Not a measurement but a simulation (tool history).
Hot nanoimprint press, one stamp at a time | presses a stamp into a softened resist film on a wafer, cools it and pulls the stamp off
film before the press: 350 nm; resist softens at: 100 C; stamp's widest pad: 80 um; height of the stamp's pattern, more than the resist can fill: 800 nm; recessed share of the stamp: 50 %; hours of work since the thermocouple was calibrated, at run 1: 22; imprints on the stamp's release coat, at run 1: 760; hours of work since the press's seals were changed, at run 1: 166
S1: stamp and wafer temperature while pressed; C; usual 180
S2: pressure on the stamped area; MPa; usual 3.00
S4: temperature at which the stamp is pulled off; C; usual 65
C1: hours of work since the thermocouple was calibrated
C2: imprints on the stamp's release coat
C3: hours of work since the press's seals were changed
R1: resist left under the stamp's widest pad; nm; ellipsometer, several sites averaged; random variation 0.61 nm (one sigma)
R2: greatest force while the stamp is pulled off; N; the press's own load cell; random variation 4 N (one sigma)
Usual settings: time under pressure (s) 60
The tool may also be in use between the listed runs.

run 1 hour=0.0 | S1=180 S2=3.00 time_under_pressure_(s)=60 S4=65 | C1=22 C2=760 C3=166 | R1=196.3 R2=225
run 2 hour=75.3 | S1=180 S2=3.00 time_under_pressure_(s)=60 S4=65 | C1=72 C2=992 C3=216 | R1=197.4 R2=226
run 3 hour=132.0 | S1=180 S2=3.00 time_under_pressure_(s)=60 S4=65 | C1=110 C2=1167 C3=255 | R1=199.0 R2=230
run 4 hour=218.1 | S1=180 S2=3.00 time_under_pressure_(s)=60 S4=65 | C1=168 C2=1432 C3=312 | R1=199.0 R2=241
run 5 hour=260.5 | S1=180 S2=3.25 time_under_pressure_(s)=60 S4=65 | C1=197 C2=1563 C3=341 | R1=193.5 R2=255
run 6 hour=322.6 | S1=178 S2=3.00 time_under_pressure_(s)=60 S4=65 | C1=238 C2=1754 C3=383 | R1=209.0 R2=261
-- hour=367.6 plate thermocouple calibrated
run 7 hour=400.5 | S1=178 S2=3.00 time_under_pressure_(s)=60 S4=65 | C1=22 C2=1985 C3=433 | R1=203.8 R2=258
run 8 hour=438.9 | S1=180 S2=4.77 time_under_pressure_(s)=99 S4=64 | C1=48 C2=2103 C3=459 | R1=131.6 R2=277
run 9 hour=523.7 | S1=180 S2=4.77 time_under_pressure_(s)=99 S4=64 | C1=105 C2=2364 C3=516 | R1=131.0 R2=284
-- hour=534.7 stamp cleaned and given a new release coat
run 10 hour=567.0 | S1=180 S2=3.00 time_under_pressure_(s)=60 S4=71 | C1=130 C2=99 C3=541 | R1=198.6 R2=181
run 11 hour=630.5 | S1=179 S2=3.00 time_under_pressure_(s)=60 S4=52 | C1=173 C2=295 C3=583 | R1=200.8 R2=233

Forecast each of these 5 alternatives for the next run:
run A hour=707.7 | S1=180 S2=3.90 time_under_pressure_(s)=88 S4=68 | C1=224 C2=532 C3=635 | R1=? R2=?
run B hour=707.7 | S1=180 S2=3.61 time_under_pressure_(s)=60 S4=65 | C1=224 C2=532 C3=635 | R1=? R2=?
run C hour=707.7 | S1=179 S2=3.00 time_under_pressure_(s)=60 S4=52 | C1=224 C2=532 C3=635 | R1=? R2=?
run D hour=707.7 | S1=180 S2=3.00 time_under_pressure_(s)=49 S4=62 | C1=224 C2=532 C3=635 | R1=? R2=?
run E hour=707.7 | S1=179 S2=2.17 time_under_pressure_(s)=60 S4=52 | C1=224 C2=532 C3=635 | R1=? R2=?

run=A R1=156.6 R2=204
run=B R1=184.0 R2=212
run=C R1=204.0 R2=246
run=D R1=213.0 R2=215
run=E R1=233.9 R2=249
Without the tool's hidden state the same runs would have given:
run=A R1=151.9 R2=186
run=B R1=179.1 R2=193
run=C R1=199.5 R2=224
run=D R1=208.5 R2=196
run=E R1=230.3 R2=227
